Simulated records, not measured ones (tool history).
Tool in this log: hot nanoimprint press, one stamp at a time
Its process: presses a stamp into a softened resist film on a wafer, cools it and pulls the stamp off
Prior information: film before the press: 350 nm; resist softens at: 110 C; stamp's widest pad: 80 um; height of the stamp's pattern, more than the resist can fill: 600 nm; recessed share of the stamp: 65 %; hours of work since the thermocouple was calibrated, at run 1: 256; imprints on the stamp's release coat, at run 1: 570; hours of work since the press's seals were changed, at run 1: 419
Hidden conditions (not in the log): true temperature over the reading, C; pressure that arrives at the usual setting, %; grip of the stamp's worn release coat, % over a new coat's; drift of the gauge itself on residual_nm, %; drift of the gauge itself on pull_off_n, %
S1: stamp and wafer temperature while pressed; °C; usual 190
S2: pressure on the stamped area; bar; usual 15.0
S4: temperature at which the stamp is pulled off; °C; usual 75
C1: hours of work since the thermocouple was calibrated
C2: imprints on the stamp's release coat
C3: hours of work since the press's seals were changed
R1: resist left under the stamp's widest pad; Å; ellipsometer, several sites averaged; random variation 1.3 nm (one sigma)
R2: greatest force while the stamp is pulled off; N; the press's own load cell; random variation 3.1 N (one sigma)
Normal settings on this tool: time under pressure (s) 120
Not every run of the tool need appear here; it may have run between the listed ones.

Run 1, day 0.000: usual settings; C1 256; C2 570; C3 419. Result: R1 2011 Å, R2 174 N.
Run 2, day 1.196: usual settings; C1 276; C2 713; C3 440. Result: R1 1996 Å, R2 181 N.
Run 3, day 3.104: usual settings; C1 309; C2 939; C3 472. Result: R1 2014 Å, R2 193 N.
Run 4, day 4.425: usual settings; C1 331; C2 1097; C3 495. Result: R1 1989 Å, R2 195 N.
Run 5, day 6.362: usual settings; C1 364; C2 1327; C3 528. Result: R1 2011 Å, R2 211 N.
Run 6, day 7.183: usual settings; C1 378; C2 1424; C3 542. Result: R1 2038 Å, R2 212 N.
Run 7, day 8.271: usual settings; C1 397; C2 1553; C3 560. Result: R1 2029 Å, R2 220 N.
Run 8, day 9.738: usual settings; C1 422; C2 1728; C3 585. Result: R1 2009 Å, R2 232 N.
At day 11.246: plate thermocouple calibrated.
Run 9, day 11.650: usual settings; C1 7; C2 1940; C3 616. Result: R1 1924 Å, R2 240 N.
Run 10, day 12.838: usual settings but S4 62 °C; C1 27; C2 2082; C3 636. Result: R1 1927 Å, R2 268 N.
At day 13.262: stamp cleaned and given a new release coat.
Run 11, day 14.392: usual settings but S4 62 °C; C1 49; C2 134; C3 658. Result: R1 1948 Å, R2 170 N.
Run 12, day 15.488: usual settings but S2 13.4 bar, S4 62 °C; C1 68; C2 264; C3 677. Result: R1 2019 Å, R2 176 N.
Run 13, day 16.842: usual settings but time under pressure (s) 145; C1 91; C2 425; C3 700. Result: R1 1866 Å, R2 166 N.
Run 14, day 18.212: usual settings but S1 191 °C; C1 115; C2 588; C3 723. Result: R1 1941 Å, R2 171 N.
Run 15, day 19.271: usual settings but S2 16.8 bar; C1 133; C2 714; C3 741. Result: R1 1890 Å, R2 178 N.
Run 16, day 20.517: usual settings but S2 17.2 bar, S4 70 °C; C1 154; C2 862; C3 763. Result: R1 1868 Å, R2 200 N.
Run 17, day 21.371: usual settings but S1 200 °C, S2 23.4 bar; C1 168; C2 964; C3 777. Result: R1 1243 Å, R2 188 N.
Run 18, day 22.438: usual settings but S1 200 °C, S2 23.4 bar, S4 69 °C; C1 187; C2 1090; C3 795. Result: R1 1255 Å, R2 201 N.
Run 19, day 23.738: usual settings but S1 194 °C, S2 12.8 bar, S4 79 °C; C1 209; C2 1245; C3 818. Result: R1 1900 Å, R2 194 N.
Run 20, day 24.621: usual settings but S4 71 °C; C1 224; C2 1350; C3 833. Result: R1 1976 Å, R2 213 N.
Run 21, day 26.179: usual settings but time under pressure (s) 114; C1 250; C2 1535; C3 859. Result: R1 2039 Å, R2 218 N.
Run 22, day 27.421: usual settings but S1 195 °C, S2 12.0 bar, time under pressure (s) 67, S4 71 °C; C1 272; C2 1683; C3 880. Result: R1 2281 Å, R2 233 N.
Run 23, day 28.246: usual settings but S1 195 °C, S2 12.0 bar, time under pressure (s) 67, S4 71 °C; C1 286; C2 1781; C3 894. Result: R1 2314 Å, R2 229 N.
Run 24, day 29.508: usual settings but S1 200 °C, time under pressure (s) 86, S4 62 °C; C1 307; C2 1931; C3 916. Result: R1 1730 Å, R2 263 N.
At day 31.296: stamp cleaned and given a new release coat.
Run 25, day 31.438: usual settings but S1 200 °C, S2 19.0 bar, time under pressure (s) 183, S4 68 °C; C1 336; C2 17; C3 945. Result: R1 1172 Å, R2 161 N.
Run 26, day 32.888: usual settings but S1 193 °C, S2 19.0 bar, time under pressure (s) 108, S4 77 °C; C1 360; C2 189; C3 969. Result: R1 1753 Å, R2 155 N.
Run 27, day 34.004: usual settings but S1 193 °C, S2 19.0 bar, time under pressure (s) 108, S4 77 °C; C1 380; C2 322; C3 988. Result: R1 1764 Å, R2 158 N.

For each entry between runs, how does the tool's hidden state at the last listed run before it compare with that at the first listed run after it?
Run 8 -> run 9: plate thermocouple calibrated (day 11.246)
  true temperature over the reading, C: -1.66 -> 0.21; pressure that arrives at the usual setting, %: 95.91 -> 95.73; grip of the stamp's worn release coat, % over a new coat's: 51 -> 57.8
  the result without the hidden state subtracted from the measured one, R1: +117 -> +25 Å; R2: +81 -> +87 N
Run 10 -> run 11: stamp cleaned and given a new release coat (day 13.262)
  true temperature over the reading, C: 0.15 -> 0.07; pressure that arrives at the usual setting, %: 95.6 -> 95.45; grip of the stamp's worn release coat, % over a new coat's: 62.5 -> 3.6
  the result without the hidden state subtracted from the measured one, R1: +29 -> +35 Å; R2: +103 -> +6 N
Run 24 -> run 25: stamp cleaned and given a new release coat (day 31.296)
  true temperature over the reading, C: -0.79 -> -0.88; pressure that arrives at the usual setting, %: 93.78 -> 93.6; grip of the stamp's worn release coat, % over a new coat's: 57.5 -> 0.5
  the result without the hidden state subtracted from the measured one, R1: +84 -> +79 Å; R2: +97 -> +1 N
